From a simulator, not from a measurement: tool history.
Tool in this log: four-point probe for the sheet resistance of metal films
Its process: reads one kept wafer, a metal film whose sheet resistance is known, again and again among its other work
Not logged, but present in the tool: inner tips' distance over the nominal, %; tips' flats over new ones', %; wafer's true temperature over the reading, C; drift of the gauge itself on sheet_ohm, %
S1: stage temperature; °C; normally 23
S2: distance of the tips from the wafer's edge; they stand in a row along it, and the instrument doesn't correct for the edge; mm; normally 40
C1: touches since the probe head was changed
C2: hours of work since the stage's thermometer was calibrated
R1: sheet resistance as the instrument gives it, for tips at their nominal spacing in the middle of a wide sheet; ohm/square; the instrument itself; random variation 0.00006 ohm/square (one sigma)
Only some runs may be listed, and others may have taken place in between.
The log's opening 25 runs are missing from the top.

run,hour,S1,S2,C1,C2,R1
26,626.8,34,40,35771,108,0.301113
27,645.4,34,3,36589,122,0.308119
28,677.3,23,5,37988,147,0.304120
29,710.3,21,5,39433,173,0.304377
30,745.7,23,58,40984,201,0.301575
31,768.7,31,3,41995,219,0.308222
32,801.0,31,17,43409,244,0.301356
33,824.3,28,5,44431,262,0.303808
34,855.3,28,13,45789,286,0.301608
35,884.1,22,13,47052,309,0.301978
36,919.3,22,4,48596,336,0.305627
37,939.1,18,40,49466,352,0.301841
38,972.8,18,40,50944,378,0.301872
39,1002.8,29,30,52259,402,0.301018
40,1030.8,25,74,53484,424,0.301359
41,1063.7,25,74,54927,449,0.301284
42,1088.5,29,40,56016,469,0.301060
43,1117.6,29,40,57290,491,0.300918
44,1141.5,24,6,58337,510,0.303199
45,1157.8,21,47,59055,523,0.301437

Each row is a separate what-if for the run after 45, all from the same tool condition, not one after another. Results?
A,1187.7,23,25,60363,546,?
B,1187.7,23,4,60363,546,?
C,1187.7,22,8,60363,546,?
D,1187.7,24,17,60363,546,?

run,R1
A,0.301431
B,0.305381
C,0.302506
D,0.301425
With the hidden condition removed and each run's random variation left untouched, the same runs would have given:
run,R1
A,0.301427
B,0.305376
C,0.302502
D,0.301422
